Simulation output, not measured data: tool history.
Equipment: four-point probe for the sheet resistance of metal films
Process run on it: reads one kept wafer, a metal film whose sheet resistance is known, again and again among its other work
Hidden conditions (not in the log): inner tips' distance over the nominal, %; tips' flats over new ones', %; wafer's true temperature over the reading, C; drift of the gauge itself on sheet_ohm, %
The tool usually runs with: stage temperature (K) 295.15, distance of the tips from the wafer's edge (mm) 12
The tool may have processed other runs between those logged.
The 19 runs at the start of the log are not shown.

| run | hour | stage temperature (K) | distance of the tips from the wafer's edge (mm) | touches since the probe head was changed | hours of work since the stage's thermometer was calibrated | sheet resistance as the instrument gives it (ohm/square) |
|---|---|---|---|---|---|---|
| 20 | 229.7 | 295.15 | 18 | 10282 | 380 | 0.059386 |
| 21 | 241.8 | 295.15 | 18 | 10453 | 386 | 0.059400 |
| 22 | 258.2 | 295.15 | 12 | 10687 | 394 | 0.059426 |
| 23 | 268.3 | 297.15 | 12 | 10831 | 399 | 0.059322 |
| 24 | 280.8 | 295.15 | 15 | 11008 | 405 | 0.059411 |
| 25 | 290.7 | 296.15 | 12 | 11149 | 409 | 0.059401 |
| 26 | 305.7 | 308.15 | 12 | 11362 | 417 | 0.058766 |
| 27 | 318.9 | 293.15 | 5 | 11550 | 423 | 0.059997 |
| 28 | 329.3 | 293.15 | 27 | 11698 | 428 | 0.059487 |
| 29 | 341.8 | 293.15 | 15 | 11875 | 434 | 0.059534 |
| 30 | 357.5 | 293.15 | 15 | 12098 | 441 | 0.059525 |
| 31 | 368.5 | 299.15 | 73 | 12255 | 447 | 0.059137 |
| 32 | 385.0 | 304.15 | 12 | 12489 | 455 | 0.058993 |
| 33 | 397.7 | 304.15 | 12 | 12670 | 461 | 0.058993 |

What will run 34 give?
| 34 | 409.2 | 301.15 | 17 | 12833 | 466 | ? |

sheet resistance as the instrument gives it (ohm/square): 0.059105
The same run, on a tool lacking any hidden state, would have yielded sheet resistance as the instrument gives it (ohm/square) 0.058793.

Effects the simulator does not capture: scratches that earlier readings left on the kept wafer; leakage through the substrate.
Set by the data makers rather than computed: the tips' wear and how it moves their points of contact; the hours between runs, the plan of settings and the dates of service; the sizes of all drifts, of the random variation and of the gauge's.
